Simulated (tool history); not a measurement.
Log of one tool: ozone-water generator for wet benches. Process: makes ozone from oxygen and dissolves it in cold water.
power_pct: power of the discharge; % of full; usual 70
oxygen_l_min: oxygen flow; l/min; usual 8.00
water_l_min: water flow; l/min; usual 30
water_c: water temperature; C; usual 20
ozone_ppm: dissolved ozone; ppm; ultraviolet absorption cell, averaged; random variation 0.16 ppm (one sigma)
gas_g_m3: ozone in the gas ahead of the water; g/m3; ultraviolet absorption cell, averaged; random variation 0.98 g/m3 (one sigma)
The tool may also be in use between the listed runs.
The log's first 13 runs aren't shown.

run	hour	power_pct	oxygen_l_min	water_l_min	water_c	hours of work since the electrodes were changed	hours of work since the contactor was cleaned	hours of work since the thermometer was calibrated	ozone_ppm	gas_g_m3
14	898.7	70	8.00	30	23	692	1432	3573	18.3	164.8
15	957.8	70	8.00	30	23	729	1468	3609	18.4	164.0
16	1050.6	70	8.00	30	23	785	1525	3666	18.2	163.2
17	1143.1	70	8.00	30	23	842	1582	3723	18.0	163.4
18	1243.5	70	8.00	30	23	904	1643	3785	18.1	163.4
19	1301.2	70	8.00	30	23	939	1678	3820	18.0	163.1
20	1384.4	53	8.00	33	20	990	1729	3871	15.2	138.5
21	1483.2	52	10.54	30	27	1051	1790	3932	14.8	127.3
22	1569.2	70	7.17	30	14	1103	1843	3984	20.0	167.1
23	1630.6	70	7.55	30	12	1141	1880	4022	20.9	165.1
24	1716.4	70	8.00	30	19	1194	1933	4074	18.8	163.0
25	1768.4	70	8.00	30	21	1225	1965	4106	18.3	160.5
26	1827.6	70	12.96	33	15	1262	2001	4143	20.9	139.0
27	1896.9	70	12.96	33	15	1304	2044	4185	20.6	139.6
28	1990.7	70	12.96	33	15	1362	2101	4243	20.8	140.0
29	2081.7	70	12.96	33	15	1417	2157	4298	20.9	138.5
30	2172.4	87	14.03	33	13	1473	2213	4354	24.4	151.2
31	2239.7	47	8.00	23	17	1514	2254	4395	18.7	128.7
32	2286.7	47	8.00	23	17	1543	2283	4424	18.5	129.8
33	2387.2	41	13.27	35	16	1605	2344	4486	14.8	102.5
34	2464.2	41	13.27	35	16	1652	2391	4533	15.1	102.9

3 ways to go on from here, each from the tool as it stands after run 34. What would each give?
A	2558.1	70	8.00	39	14	1710	2449	4591	?	?
B	2558.1	60	4.40	25	20	1710	2449	4591	?	?
C	2558.1	49	13.27	35	16	1710	2449	4591	?	?

run	ozone_ppm	gas_g_m3
A	16.4	161.0
B	16.3	177.3
C	16.2	113.1
Without the tool's hidden state the same runs would have given:
run	ozone_ppm	gas_g_m3
A	17.9	169.4
B	17.7	185.7
C	17.6	117.8
